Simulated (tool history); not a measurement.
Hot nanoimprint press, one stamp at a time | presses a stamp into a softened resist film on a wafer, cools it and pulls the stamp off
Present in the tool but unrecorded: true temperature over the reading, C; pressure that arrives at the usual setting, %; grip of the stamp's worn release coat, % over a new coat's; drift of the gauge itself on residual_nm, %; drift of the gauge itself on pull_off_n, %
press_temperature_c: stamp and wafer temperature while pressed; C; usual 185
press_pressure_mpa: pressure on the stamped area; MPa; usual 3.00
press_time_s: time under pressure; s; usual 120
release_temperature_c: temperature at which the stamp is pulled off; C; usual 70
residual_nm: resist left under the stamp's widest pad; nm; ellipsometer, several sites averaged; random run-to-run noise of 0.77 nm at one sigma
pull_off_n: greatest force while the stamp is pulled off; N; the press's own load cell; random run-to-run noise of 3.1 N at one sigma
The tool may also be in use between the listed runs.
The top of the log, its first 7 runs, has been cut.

run,hour,press_temperature_c,press_pressure_mpa,press_time_s,release_temperature_c,hours of work since the thermocouple was calibrated,imprints on the stamp's release coat,hours of work since the press's seals were changed,residual_nm,pull_off_n
8,115.6,185,3.00,120,64,170,1189,367,96.0,178
9,126.0,185,3.00,120,64,175,1206,372,97.7,181
10,147.9,185,3.00,89,64,184,1242,381,107.6,177
11,160.8,185,3.00,217,64,190,1264,387,78.3,174
12,176.9,185,2.04,120,70,197,1290,394,120.4,149
13,187.9,185,2.04,120,70,202,1309,399,118.5,150
14,200.6,185,3.00,64,70,207,1329,404,119.9,142
15,210.5,181,3.00,120,70,212,1346,408,114.0,146
16,231.7,188,3.00,189,60,221,1381,418,73.0,195
17,254.2,188,3.00,189,60,231,1418,428,72.8,199
18,268.0,186,3.00,120,70,237,1441,434,93.7,149
19,285.9,186,3.00,120,65,245,1470,441,93.7,171
20,301.5,186,3.00,120,65,251,1496,448,93.1,168
21,323.4,186,3.00,147,59,261,1532,458,86.0,193
22,337.7,186,3.00,147,59,267,1556,464,86.6,200
23,357.3,186,3.00,147,59,276,1588,473,86.9,207
24,370.2,187,2.00,120,61,281,1610,478,113.4,189
# hour 384.9: plate thermocouple calibrated
# hour 400.8: stamp cleaned and given a new release coat
25,400.8,187,2.00,120,61,4,0,488,111.9,190
26,423.4,185,3.00,120,64,14,38,498,96.5,169
27,437.2,185,3.00,120,75,20,60,504,99.2,125
28,458.8,173,3.97,69,70,30,96,513,160.3,148
29,477.5,173,3.97,69,70,38,127,521,162.5,150
30,499.2,173,2.66,69,70,47,163,531,187.5,146

Below are 4 alternative next runs, each starting from the tool's condition after run 30. Predict each:
A,515.6,173,4.24,69,70,54,190,538,?,?
B,515.6,185,3.91,79,57,54,190,538,?,?
C,515.6,185,3.00,120,71,54,190,538,?,?
D,515.6,180,2.66,69,70,54,190,538,?,?

run,residual_nm,pull_off_n
A,156.9,149
B,98.8,201
C,97.4,142
D,150.4,146
The same runs, with their run-to-run variation unchanged, on a tool lacking any hidden condition would have given:
run,residual_nm,pull_off_n
A,156.7,149
B,98.7,201
C,97.3,142
D,150.2,146

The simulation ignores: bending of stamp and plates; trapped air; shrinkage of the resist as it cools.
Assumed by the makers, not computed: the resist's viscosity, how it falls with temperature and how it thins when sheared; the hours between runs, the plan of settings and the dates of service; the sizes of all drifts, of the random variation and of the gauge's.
